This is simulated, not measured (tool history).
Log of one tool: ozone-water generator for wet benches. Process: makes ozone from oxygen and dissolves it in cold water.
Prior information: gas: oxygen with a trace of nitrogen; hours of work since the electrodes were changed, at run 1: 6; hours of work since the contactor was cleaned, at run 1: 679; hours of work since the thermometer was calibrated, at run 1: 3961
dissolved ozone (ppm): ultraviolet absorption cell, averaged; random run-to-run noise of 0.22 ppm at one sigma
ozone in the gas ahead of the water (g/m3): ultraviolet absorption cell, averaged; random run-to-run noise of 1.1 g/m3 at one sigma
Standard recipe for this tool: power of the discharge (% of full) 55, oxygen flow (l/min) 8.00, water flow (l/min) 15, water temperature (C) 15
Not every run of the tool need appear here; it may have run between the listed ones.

run,hour,power of the discharge (% of full),oxygen flow (l/min),water flow (l/min),water temperature (C),hours of work since the electrodes were changed,hours of work since the contactor was cleaned,hours of work since the thermometer was calibrated,dissolved ozone (ppm),ozone in the gas ahead of the water (g/m3)
1,0.0,55,8.00,15,15,6,679,3961,31.5,206.2
2,24.7,55,8.00,15,15,22,695,3977,31.3,207.1
3,43.2,55,8.00,15,15,34,707,3989,31.7,206.9
4,63.7,55,8.00,15,15,48,721,4002,31.4,207.3
5,91.9,55,8.00,15,15,66,739,4021,31.4,205.4
6,111.1,55,8.00,15,15,79,752,4033,31.1,204.8
7,131.1,55,8.00,21,15,92,765,4046,23.5,204.7
8,148.2,89,7.00,16,7,103,776,4057,48.2,305.3
9,166.2,89,7.00,13,7,114,788,4069,58.2,303.8
10,182.3,89,7.00,15,8,125,798,4080,50.0,306.2
11,196.1,55,8.00,20,23,134,807,4089,21.7,206.1
12,220.7,47,8.00,15,15,150,823,4105,28.1,186.8

How would selected steps in dissolved ozone (ppm) from run to run divide? Give the signed amount a tool lacking its hidden state would still show from settings, what came in and random variation, and the signed amount left for the hidden state, including any gauge scatter that is not in both of the compared results.
Unlogged tool condition in this case: yield of the discharge, % of new electrodes'; contactor's efficiency, % of a clean one's; true water temperature over the reading, C; drift of the gauge itself on ozone_ppm, %; drift of the gauge itself on gas_g_m3, %.
Run 7 -> 8: power of the discharge (% of full) 55 -> 89, oxygen flow (l/min) 8.00 -> 7.00, water flow (l/min) 21 -> 16, water temperature (C) 15 -> 7. dissolved ozone (ppm) +24.7: hidden state -0.4, all else +25.1.
Run 10 -> 11: power of the discharge (% of full) 89 -> 55, oxygen flow (l/min) 7.00 -> 8.00, water flow (l/min) 15 -> 20, water temperature (C) 8 -> 23. dissolved ozone (ppm) -28.3: hidden state +0.4, all else -28.7.
